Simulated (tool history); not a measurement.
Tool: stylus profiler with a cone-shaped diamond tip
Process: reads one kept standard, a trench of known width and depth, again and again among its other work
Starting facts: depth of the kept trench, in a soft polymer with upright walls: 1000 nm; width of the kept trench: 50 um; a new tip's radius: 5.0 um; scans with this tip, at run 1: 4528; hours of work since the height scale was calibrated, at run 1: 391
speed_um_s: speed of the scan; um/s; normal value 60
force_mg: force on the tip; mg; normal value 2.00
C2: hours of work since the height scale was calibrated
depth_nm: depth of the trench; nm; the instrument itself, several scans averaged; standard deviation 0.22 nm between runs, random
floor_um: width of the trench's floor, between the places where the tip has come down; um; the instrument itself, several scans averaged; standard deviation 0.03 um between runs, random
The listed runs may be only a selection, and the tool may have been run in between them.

run 1 hour=0.0 | speed_um_s=60 force_mg=2.00 | scans_with_this_tip=4528 C2=391 | depth_nm=1005.32 floor_um=41.24
run 2 hour=53.4 | speed_um_s=108 force_mg=2.00 | scans_with_this_tip=4879 C2=422 | depth_nm=1005.32 floor_um=40.73
run 3 hour=110.9 | speed_um_s=108 force_mg=2.00 | scans_with_this_tip=5257 C2=454 | depth_nm=1005.20 floor_um=40.55
run 4 hour=144.0 | speed_um_s=60 force_mg=2.00 | scans_with_this_tip=5473 C2=473 | depth_nm=1004.68 floor_um=40.81
run 5 hour=196.9 | speed_um_s=60 force_mg=2.00 | scans_with_this_tip=5821 C2=503 | depth_nm=1004.54 floor_um=40.62
run 6 hour=255.2 | speed_um_s=60 force_mg=2.00 | scans_with_this_tip=6204 C2=536 | depth_nm=1004.36 floor_um=40.50
run 7 hour=298.7 | speed_um_s=60 force_mg=2.00 | scans_with_this_tip=6490 C2=561 | depth_nm=1004.27 floor_um=40.34
run 8 hour=347.1 | speed_um_s=59 force_mg=2.00 | scans_with_this_tip=6808 C2=588 | depth_nm=1004.70 floor_um=40.21
run 9 hour=391.9 | speed_um_s=59 force_mg=2.00 | scans_with_this_tip=7101 C2=614 | depth_nm=1003.98 floor_um=40.21
run 10 hour=435.3 | speed_um_s=59 force_mg=2.00 | scans_with_this_tip=7386 C2=638 | depth_nm=1004.03 floor_um=40.09
run 11 hour=461.3 | speed_um_s=59 force_mg=2.00 | scans_with_this_tip=7557 C2=653 | depth_nm=1004.16 floor_um=40.01
run 12 hour=521.6 | speed_um_s=59 force_mg=2.00 | scans_with_this_tip=7953 C2=687 | depth_nm=1003.41 floor_um=39.87
run 13 hour=579.3 | speed_um_s=59 force_mg=2.00 | scans_with_this_tip=8332 C2=720 | depth_nm=1003.72 floor_um=39.73
-- hour=583.1 height scale calibrated on a step standard
run 14 hour=618.6 | speed_um_s=59 force_mg=2.00 | scans_with_this_tip=8587 C2=20 | depth_nm=1002.96 floor_um=39.64
run 15 hour=672.0 | speed_um_s=59 force_mg=2.00 | scans_with_this_tip=8937 C2=50 | depth_nm=1002.80 floor_um=39.47
-- hour=688.5 height scale calibrated on a step standard, once more
run 16 hour=732.0 | speed_um_s=60 force_mg=2.00 | scans_with_this_tip=9328 C2=25 | depth_nm=1006.92 floor_um=39.34
run 17 hour=760.6 | speed_um_s=60 force_mg=0.67 | scans_with_this_tip=9516 C2=41 | depth_nm=1003.06 floor_um=39.02
run 18 hour=799.2 | speed_um_s=60 force_mg=2.00 | scans_with_this_tip=9769 C2=63 | depth_nm=1006.66 floor_um=39.20
run 19 hour=847.6 | speed_um_s=60 force_mg=3.30 | scans_with_this_tip=10087 C2=90 | depth_nm=1009.09 floor_um=39.21
run 20 hour=894.4 | speed_um_s=60 force_mg=2.55 | scans_with_this_tip=10394 C2=117 | depth_nm=1007.39 floor_um=39.06
run 21 hour=939.9 | speed_um_s=117 force_mg=2.01 | scans_with_this_tip=10693 C2=143 | depth_nm=1006.58 floor_um=38.49
-- hour=989.7 new tip fitted, height scale calibrated
run 22 hour=999.5 | speed_um_s=117 force_mg=2.01 | scans_with_this_tip=64 C2=6 | depth_nm=1007.77 floor_um=43.08
run 23 hour=1024.7 | speed_um_s=23 force_mg=3.38 | scans_with_this_tip=230 C2=20 | depth_nm=1010.70 floor_um=43.71
run 24 hour=1070.3 | speed_um_s=23 force_mg=1.10 | scans_with_this_tip=529 C2=46 | depth_nm=1005.07 floor_um=43.40
run 25 hour=1124.8 | speed_um_s=58 force_mg=2.08 | scans_with_this_tip=887 C2=77 | depth_nm=1007.75 floor_um=43.03
run 26 hour=1176.8 | speed_um_s=58 force_mg=2.08 | scans_with_this_tip=1228 C2=106 | depth_nm=1007.53 floor_um=42.91
run 27 hour=1210.7 | speed_um_s=143 force_mg=2.00 | scans_with_this_tip=1451 C2=125 | depth_nm=1006.94 floor_um=42.13
run 28 hour=1262.6 | speed_um_s=176 force_mg=2.00 | scans_with_this_tip=1792 C2=155 | depth_nm=1006.63 floor_um=41.72
run 29 hour=1295.9 | speed_um_s=205 force_mg=4.73 | scans_with_this_tip=2011 C2=174 | depth_nm=1012.66 floor_um=42.00
run 30 hour=1343.8 | speed_um_s=212 force_mg=2.70 | scans_with_this_tip=2325 C2=201 | depth_nm=1008.38 floor_um=41.52
run 31 hour=1400.2 | speed_um_s=36 force_mg=2.20 | scans_with_this_tip=2695 C2=233 | depth_nm=1007.29 floor_um=42.29
run 32 hour=1444.9 | speed_um_s=36 force_mg=1.11 | scans_with_this_tip=2989 C2=258 | depth_nm=1004.04 floor_um=42.02
run 33 hour=1490.5 | speed_um_s=54 force_mg=0.78 | scans_with_this_tip=3289 C2=284 | depth_nm=1003.13 floor_um=41.63
run 34 hour=1551.1 | speed_um_s=49 force_mg=3.04 | scans_with_this_tip=3686 C2=319 | depth_nm=1008.97 floor_um=41.77
run 35 hour=1610.0 | speed_um_s=237 force_mg=3.46 | scans_with_this_tip=4073 C2=352 | depth_nm=1009.47 floor_um=40.68
run 36 hour=1667.5 | speed_um_s=237 force_mg=3.46 | scans_with_this_tip=4451 C2=385 | depth_nm=1008.93 floor_um=40.55
run 37 hour=1719.9 | speed_um_s=39 force_mg=4.47 | scans_with_this_tip=4795 C2=414 | depth_nm=1010.81 floor_um=41.37
run 38 hour=1766.4 | speed_um_s=39 force_mg=4.47 | scans_with_this_tip=5100 C2=441 | depth_nm=1010.84 floor_um=41.34
run 39 hour=1799.0 | speed_um_s=39 force_mg=4.47 | scans_with_this_tip=5314 C2=459 | depth_nm=1010.64 floor_um=41.21

Each row is a separate what-if for the run after 39, all from the same tool condition, not one after another. Results?
run A hour=1858.8 | speed_um_s=88 force_mg=0.97 | scans_with_this_tip=5707 C2=493 | depth_nm=? floor_um=?
run B hour=1858.8 | speed_um_s=103 force_mg=2.38 | scans_with_this_tip=5707 C2=493 | depth_nm=? floor_um=?
run C hour=1858.8 | speed_um_s=39 force_mg=3.37 | scans_with_this_tip=5707 C2=493 | depth_nm=? floor_um=?

run=A depth_nm=1002.39 floor_um=40.32
run=B depth_nm=1006.34 floor_um=40.55
run=C depth_nm=1008.64 floor_um=41.01
The same runs, with their run-to-run variation unchanged, on a tool lacking any hidden condition would have given:
run=A depth_nm=1004.55 floor_um=43.11
run=B depth_nm=1008.51 floor_um=43.34
run=C depth_nm=1010.81 floor_um=43.80

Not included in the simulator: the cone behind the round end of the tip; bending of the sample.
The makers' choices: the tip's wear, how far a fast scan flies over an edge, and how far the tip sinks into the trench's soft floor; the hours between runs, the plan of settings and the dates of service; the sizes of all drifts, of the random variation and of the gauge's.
